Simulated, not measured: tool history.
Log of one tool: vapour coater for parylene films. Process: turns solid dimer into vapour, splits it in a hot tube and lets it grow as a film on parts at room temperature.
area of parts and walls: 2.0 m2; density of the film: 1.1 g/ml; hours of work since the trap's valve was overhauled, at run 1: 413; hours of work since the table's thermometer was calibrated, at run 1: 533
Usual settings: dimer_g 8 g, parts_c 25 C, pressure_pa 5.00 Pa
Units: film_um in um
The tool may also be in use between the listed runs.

| run | day | dimer_g | parts_c | pressure_pa | hours of work since the trap's valve was overhauled | hours of work since the table's thermometer was calibrated | film_um |
|---|---|---|---|---|---|---|---|
| 1 | 0.000 | 8 | 25 | 5.00 | 413 | 533 | 2.16 |
| 2 | 0.900 | 9 | 25 | 5.00 | 428 | 548 | 2.43 |
| 3 | 2.183 | 9 | 25 | 5.00 | 448 | 568 | 2.45 |
| 4 | 3.258 | 9 | 25 | 5.00 | 465 | 585 | 2.44 |
| 5 | 4.354 | 14 | 25 | 5.00 | 482 | 602 | 3.81 |
| 6 | 5.317 | 14 | 25 | 5.00 | 498 | 618 | 3.81 |
| 7 | 7.188 | 3 | 25 | 5.00 | 527 | 647 | 0.80 |
| 8 | 8.312 | 3 | 25 | 5.00 | 545 | 665 | 0.82 |
| 9 | 9.525 | 3 | 25 | 5.00 | 564 | 684 | 0.80 |
| 10 | 10.875 | 3 | 25 | 5.00 | 586 | 706 | 0.79 |
|  | 11.738 | trap's valve overhauled |
| 11 | 12.075 | 8 | 25 | 5.00 | 5 | 722 | 2.19 |
| 12 | 13.846 | 8 | 25 | 5.00 | 33 | 750 | 2.17 |
| 13 | 15.283 | 8 | 25 | 5.00 | 56 | 773 | 2.18 |
| 14 | 16.517 | 8 | 25 | 5.00 | 76 | 792 | 2.19 |
| 15 | 18.175 | 8 | 25 | 5.00 | 102 | 819 | 2.19 |
| 16 | 19.479 | 8 | 25 | 5.00 | 123 | 839 | 2.18 |
| 17 | 21.112 | 5 | 25 | 2.12 | 149 | 865 | 1.44 |
| 18 | 22.167 | 5 | 25 | 2.12 | 165 | 882 | 1.43 |
| 19 | 23.475 | 8 | 30 | 5.00 | 186 | 903 | 1.88 |
| 20 | 24.554 | 11 | 23 | 6.94 | 203 | 920 | 3.10 |
| 21 | 25.675 | 11 | 30 | 9.67 | 221 | 938 | 2.45 |
| 22 | 26.904 | 11 | 30 | 9.67 | 240 | 957 | 2.48 |
| 23 | 28.033 | 5 | 30 | 3.99 | 258 | 975 | 1.20 |
| 24 | 29.525 | 5 | 30 | 3.99 | 282 | 999 | 1.20 |
| 25 | 31.121 | 8 | 21 | 3.24 | 307 | 1024 | 2.48 |
| 26 | 32.300 | 8 | 21 | 3.24 | 326 | 1043 | 2.52 |
| 27 | 33.342 | 8 | 21 | 3.24 | 342 | 1059 | 2.52 |
| 28 | 34.650 | 13 | 21 | 5.41 | 363 | 1080 | 3.95 |
| 29 | 35.921 | 13 | 20 | 7.33 | 383 | 1100 | 3.96 |
| 30 | 36.975 | 8 | 28 | 2.80 | 400 | 1117 | 2.06 |
| 31 | 38.154 | 6 | 20 | 5.94 | 419 | 1135 | 1.86 |

5 ways to go on from here, each from the tool as it stands after run 31. What would each give?
| A | 39.383 | 6 | 32 | 6.06 | 438 | 1155 | ? |
| B | 39.383 | 9 | 18 | 6.75 | 438 | 1155 | ? |
| C | 39.383 | 4 | 21 | 9.31 | 438 | 1155 | ? |
| D | 39.383 | 6 | 25 | 3.22 | 438 | 1155 | ? |
| E | 39.383 | 3 | 23 | 3.29 | 438 | 1155 | ? |

| run | film_um |
|---|---|
| A | 1.32 |
| B | 2.95 |
| C | 1.20 |
| D | 1.67 |
| E | 0.87 |
Without the tool's hidden state the same runs would have given:
| run | film_um |
|---|---|
| A | 1.32 |
| B | 2.95 |
| C | 1.20 |
| D | 1.68 |
| E | 0.87 |
